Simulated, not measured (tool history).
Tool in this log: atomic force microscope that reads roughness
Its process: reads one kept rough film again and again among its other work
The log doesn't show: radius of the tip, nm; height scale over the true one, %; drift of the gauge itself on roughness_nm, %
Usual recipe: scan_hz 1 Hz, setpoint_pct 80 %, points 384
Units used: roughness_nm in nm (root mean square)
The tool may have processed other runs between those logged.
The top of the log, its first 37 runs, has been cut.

run,hour,scan_hz,setpoint_pct,points,pictures with this tip,hours of work since the height scale was calibrated,roughness_nm
38,678.5,0.52,80,384,93,1224,1.255
39,693.9,2.9,75,668,124,1235,1.064
# hour 698: new tip fitted
40,716.7,3.17,65,262,38,1252,1.306
41,730.4,1.39,65,262,66,1261,1.292
42,755.2,1.39,65,262,116,1279,1.159
# hour 762.9: new tip fitted
43,776.6,1.39,88,262,28,1295,1.276
44,796.7,0.7,84,262,68,1309,1.251
45,816.3,0.7,73,350,108,1323,1.194
# hour 828.9: new tip fitted
46,834.9,0.57,76,361,13,1336,1.493
47,849.3,2.83,70,384,42,1347,1.298
48,873.8,1.52,73,672,92,1365,1.202
# hour 893.2: new tip fitted
49,895.2,1.78,74,477,4,1380,1.452
50,907.6,2.36,80,384,29,1389,1.281
51,931,2.36,80,384,76,1406,1.148

Alternative continuations, all from the tool just after run 51; predict every row:
A,950,2.76,85,384,115,1419,?
B,950,0.55,59,355,115,1419,?
C,950,0.61,80,384,115,1419,?

run,roughness_nm
A,0.995
B,1.225
C,1.194
With the hidden condition removed and each run's random variation left untouched, the same runs would have given:
run,roughness_nm
A,1.308
B,1.61
C,1.568

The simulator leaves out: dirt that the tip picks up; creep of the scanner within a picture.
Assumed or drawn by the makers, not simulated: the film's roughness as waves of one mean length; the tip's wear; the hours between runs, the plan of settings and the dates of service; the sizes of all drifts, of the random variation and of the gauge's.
